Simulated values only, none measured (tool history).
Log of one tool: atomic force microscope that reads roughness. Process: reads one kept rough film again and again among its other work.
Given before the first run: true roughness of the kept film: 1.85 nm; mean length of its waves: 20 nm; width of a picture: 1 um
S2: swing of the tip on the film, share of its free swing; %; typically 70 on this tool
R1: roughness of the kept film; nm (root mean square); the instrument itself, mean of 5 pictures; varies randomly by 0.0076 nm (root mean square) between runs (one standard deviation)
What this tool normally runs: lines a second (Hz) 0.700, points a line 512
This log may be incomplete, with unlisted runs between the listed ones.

Run 1, hour 0.0: usual settings. Result: R1 1.434 nm (root mean square).
Run 2, hour 5.3: usual settings. Result: R1 1.408 nm (root mean square).
Run 3, hour 9.5: usual settings. Result: R1 1.394 nm (root mean square).
Run 4, hour 14.0: usual settings but points a line 374. Result: R1 1.383 nm (root mean square).
Run 5, hour 23.0: usual settings but S2 64 %. Result: R1 1.397 nm (root mean square).
Run 6, hour 33.0: usual settings but S2 64 %. Result: R1 1.362 nm (root mean square).
Run 7, hour 40.1: usual settings but S2 64 %. Result: R1 1.352 nm (root mean square).
Run 8, hour 47.1: usual settings but S2 64 %. Result: R1 1.331 nm (root mean square).
Run 9, hour 55.6: usual settings. Result: R1 1.284 nm (root mean square).
Run 10, hour 61.3: usual settings but S2 57 %. Result: R1 1.318 nm (root mean square).
Run 11, hour 66.3: usual settings but S2 57 %. Result: R1 1.299 nm (root mean square).
Run 12, hour 71.3: usual settings but S2 86 %. Result: R1 1.202 nm (root mean square).
Run 13, hour 80.8: usual settings but S2 86 %. Result: R1 1.172 nm (root mean square).
Run 14, hour 87.4: usual settings but S2 86 %. Result: R1 1.161 nm (root mean square).
Run 15, hour 96.2: usual settings but S2 86 %. Result: R1 1.144 nm (root mean square).
Run 16, hour 103.0: usual settings but points a line 816. Result: R1 1.607 nm (root mean square).
Run 17, hour 108.5: usual settings but points a line 324. Result: R1 1.537 nm (root mean square).
Run 18, hour 116.0: usual settings but S2 86 %. Result: R1 1.464 nm (root mean square).
Run 19, hour 121.2: usual settings but S2 86 %. Result: R1 1.457 nm (root mean square).
Run 20, hour 128.8: usual settings. Result: R1 1.516 nm (root mean square).
Run 21, hour 136.8: usual settings but points a line 416. Result: R1 1.474 nm (root mean square).
Run 22, hour 146.0: usual settings but S2 65 %. Result: R1 1.468 nm (root mean square).
Run 23, hour 152.1: usual settings but S2 65 %. Result: R1 1.445 nm (root mean square).
Run 24, hour 157.1: usual settings but S2 65 %. Result: R1 1.446 nm (root mean square).
Run 25, hour 163.9: usual settings but S2 65 %. Result: R1 1.420 nm (root mean square).
Run 26, hour 172.8: usual settings but S2 65 %. Result: R1 1.384 nm (root mean square).
Run 27, hour 179.0: usual settings but lines a second (Hz) 1.533, points a line 550. Result: R1 1.279 nm (root mean square).
Run 28, hour 188.2: usual settings but lines a second (Hz) 3.941, S2 81 %, points a line 733. Result: R1 0.949 nm (root mean square).
Run 29, hour 196.9: usual settings but lines a second (Hz) 2.323, S2 58 %, points a line 733. Result: R1 1.299 nm (root mean square).
Run 30, hour 203.2: usual settings but lines a second (Hz) 2.323, S2 71 %, points a line 552. Result: R1 1.169 nm (root mean square).
Run 31, hour 212.4: usual settings but lines a second (Hz) 1.232, S2 69 %, points a line 605. Result: R1 1.247 nm (root mean square).
Run 32, hour 219.8: usual settings but lines a second (Hz) 1.232, S2 69 %, points a line 605. Result: R1 1.227 nm (root mean square).
Run 33, hour 226.8: usual settings but lines a second (Hz) 0.511, S2 81 %, points a line 637. Result: R1 1.234 nm (root mean square).
Run 34, hour 234.5: usual settings but lines a second (Hz) 3.048, S2 68 %, points a line 959. Result: R1 1.099 nm (root mean square).
Run 35, hour 243.0: usual settings but lines a second (Hz) 3.048, S2 68 %, points a line 959. Result: R1 1.075 nm (root mean square).
Run 36, hour 248.6: usual settings but lines a second (Hz) 1.685, S2 61 %, points a line 410. Result: R1 1.536 nm (root mean square).
Run 37, hour 258.6: usual settings but lines a second (Hz) 0.964, S2 77 %, points a line 555. Result: R1 1.476 nm (root mean square).
Run 38, hour 263.7: usual settings but lines a second (Hz) 3.279, S2 75 %, points a line 398. Result: R1 1.229 nm (root mean square).
Run 39, hour 271.6: usual settings but lines a second (Hz) 3.309, S2 89 %, points a line 613. Result: R1 0.988 nm (root mean square).
Run 40, hour 278.4: usual settings but lines a second (Hz) 1.052, S2 76 %, points a line 613. Result: R1 1.414 nm (root mean square).
Run 41, hour 286.3: usual settings but lines a second (Hz) 1.052, S2 76 %, points a line 613. Result: R1 1.385 nm (root mean square).
Run 42, hour 292.7: usual settings but lines a second (Hz) 2.129, S2 84 %, points a line 965. Result: R1 1.165 nm (root mean square).
Run 43, hour 299.8: usual settings but lines a second (Hz) 2.129, S2 84 %, points a line 965. Result: R1 1.143 nm (root mean square).
Run 44, hour 305.7: usual settings but lines a second (Hz) 2.129, S2 84 %, points a line 965. Result: R1 1.124 nm (root mean square).
Run 45, hour 313.9: usual settings but lines a second (Hz) 2.719, S2 59 %, points a line 299. Result: R1 1.304 nm (root mean square).
Run 46, hour 323.3: usual settings but lines a second (Hz) 3.525, S2 69 %, points a line 958. Result: R1 1.164 nm (root mean square).
Run 47, hour 331.2: usual settings but lines a second (Hz) 3.525, S2 69 %, points a line 958. Result: R1 1.138 nm (root mean square).
Run 48, hour 340.4: usual settings but lines a second (Hz) 1.665, S2 59 %, points a line 303. Result: R1 1.269 nm (root mean square).
Run 49, hour 344.7: usual settings but lines a second (Hz) 3.933, S2 77 %, points a line 281. Result: R1 0.952 nm (root mean square).
Run 50, hour 349.2: usual settings but lines a second (Hz) 2.964, S2 68 %, points a line 270. Result: R1 1.118 nm (root mean square).
Run 51, hour 357.9: usual settings but lines a second (Hz) 2.964, S2 68 %, points a line 270. Result: R1 1.103 nm (root mean square).
Run 52, hour 362.5: usual settings but lines a second (Hz) 1.509, S2 68 %, points a line 525. Result: R1 1.218 nm (root mean square).

Taken out of this log: 4 entries between the listed runs. Where each belongs, and how the hidden state differs across it:
From run 14 to run 15: height scale calibrated on a step standard (hour 88.9)
  radius of the tip, nm: 23.5 -> 24.5; height scale over the true one, %: 0.07 -> 0.12
  difference, measured minus the result without the unlogged condition, R1: -0.358 -> -0.371 nm (root mean square)
From run 15 to run 16: new tip fitted (hour 98.3)
  radius of the tip, nm: 24.5 -> 5.6; height scale over the true one, %: 0.12 -> 0.13
  difference, measured minus the result without the unlogged condition, R1: -0.371 -> -0.013 nm (root mean square)
From run 19 to run 20: height scale calibrated on a step standard, once more (hour 124.8)
  radius of the tip, nm: 7.9 -> 8.8; height scale over the true one, %: 0.13 -> -0.02
  difference, measured minus the result without the unlogged condition, R1: -0.069 -> -0.098 nm (root mean square)
From run 35 to run 36: new tip fitted (hour 246.3)
  radius of the tip, nm: 24.2 -> 6
  difference, measured minus the result without the unlogged condition, R1: -0.346 -> -0.026 nm (root mean square)
